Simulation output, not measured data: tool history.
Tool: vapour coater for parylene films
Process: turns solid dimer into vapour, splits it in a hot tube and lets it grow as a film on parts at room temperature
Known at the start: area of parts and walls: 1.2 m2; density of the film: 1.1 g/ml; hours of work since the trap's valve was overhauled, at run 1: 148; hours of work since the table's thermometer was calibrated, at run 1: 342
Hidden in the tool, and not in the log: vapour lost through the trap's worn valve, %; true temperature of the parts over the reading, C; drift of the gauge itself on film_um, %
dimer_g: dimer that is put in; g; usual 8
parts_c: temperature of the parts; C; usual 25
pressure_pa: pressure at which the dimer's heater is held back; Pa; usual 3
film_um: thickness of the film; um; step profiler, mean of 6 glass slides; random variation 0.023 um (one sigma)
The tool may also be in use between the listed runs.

run    hour  dimer_g  parts_c  pressure_pa  hours of work since the trap's valve was overhauled  hours of work since the table's thermometer was calibrated  film_um
  1       0        8       25            3                                                  148                                                         342     3.82
  2    15.2        8       25            3                                                  155                                                         349     3.82
  3    50.5        8       25            3                                                  171                                                         365     3.79
  4    76.7        8       25            3                                                  183                                                         377     3.76
  5      97        8       25            3                                                  192                                                         386     3.78
  6   114.6        8       25            3                                                  200                                                         394     3.78
  7     142        8       25            3                                                  212                                                         406     3.76
  8   176.1        8       25            3                                                  227                                                         421     3.77
  9   203.3        8       25         4.23                                                  240                                                         434     3.39
 10   227.4        8       25         4.23                                                  250                                                         445     3.42
 11   252.3        8       24            3                                                  262                                                         456     3.76
 12   281.9        8       25            3                                                  275                                                         469     3.66
 13   308.7        8       25            3                                                  287                                                         481     3.69
 14   329.4        8       30            3                                                  296                                                         490     3.39
 15   361.8        8       25         8.15                                                  311                                                         505      2.9
      365.4  -- table's thermometer calibrated
 16   390.3        8       25            3                                                  323                                                          11     3.66
 17   419.9        8       25            3                                                  337                                                          25     3.62
 18   448.2        8       25            3                                                  349                                                          37     3.62
 19   476.2        8       25            3                                                  362                                                          50     3.61
 20     499        8       25            3                                                  372                                                          60     3.61
      513.8  -- table's thermometer calibrated, once more
 21   535.9        8       20            3                                                  388                                                          10     3.94
 22   559.9        8       20         9.02                                                  399                                                          21     3.02
 23   593.5        8       20         9.02                                                  414                                                          36        3
 24   622.2        8       20         9.02                                                  427                                                          49     2.97
 25   659.5        8       20         9.02                                                  444                                                          66     2.98
 26   677.7        8       20         9.02                                                  452                                                          74     2.94
 27   705.6        8       20         9.02                                                  465                                                          86     2.94
 28   738.8       12       25            3                                                  480                                                         101     5.34
      751.1  -- trap's valve overhauled
 29   761.7       12       25            3                                                    5                                                         110     5.95
 30   793.2        5       32         4.72                                                   19                                                         124     1.98
 31     829        5       32         4.72                                                   35                                                         140     1.94
 32   846.2        8       28         3.37                                                   43                                                         148     3.64
 33   864.6        8       28         3.37                                                   51                                                         156     3.59
 34   894.2        5       24         3.37                                                   64                                                         170     2.41
 35   910.3        5       24         3.37                                                   72                                                         177     2.45
 36   947.4        7       36         2.72                                                   88                                                         193     2.88
 37   983.3        7       36         2.72                                                  105                                                         210     2.87
 38    1016        7       36         2.72                                                  119                                                         224     2.87
 39  1039.4        4       25         6.85                                                  130                                                         235     1.57
 40  1054.6       10       28         3.18                                                  137                                                         242     4.46
 41  1074.9       11       23            3                                                  146                                                         251     5.46
 42    1108       11       23            3                                                  161                                                         266     5.46
 43  1138.6       11       23            3                                                  175                                                         280     5.39
 44    1168       11       26            3                                                  188                                                         293     5.17
 45  1201.2        3       25            3                                                  203                                                         308     1.43
 46  1226.5       13       24            3                                                  214                                                         319     6.21
 47  1249.5       13       24            3                                                  225                                                         330     6.22

Measured less the same run without the tool's hidden state. The same run-to-run variation is in both; the gauge's scatter may not be:
run  film_um
  1    -0.16
  2    -0.17
  3    -0.18
  4    -0.19
  5     -0.2
  6    -0.21
  7    -0.22
  8    -0.24
  9    -0.22
 10    -0.23
 11    -0.27
 12    -0.27
 13    -0.29
 14    -0.27
 15    -0.24
 16    -0.32
 17    -0.33
 18    -0.34
 19    -0.36
 20    -0.36
 21    -0.39
 22    -0.31
 23    -0.31
 24    -0.32
 25    -0.33
 26    -0.34
 27    -0.34
 28    -0.65
 29    -0.03
 30    -0.01
 31    -0.03
 32    -0.05
 33    -0.06
 34    -0.04
 35    -0.05
 36    -0.07
 37    -0.08
 38    -0.09
 39    -0.06
 40    -0.16
 41    -0.21
 42    -0.23
 43    -0.25
 44    -0.25
 45    -0.07
 46    -0.34
 47    -0.36
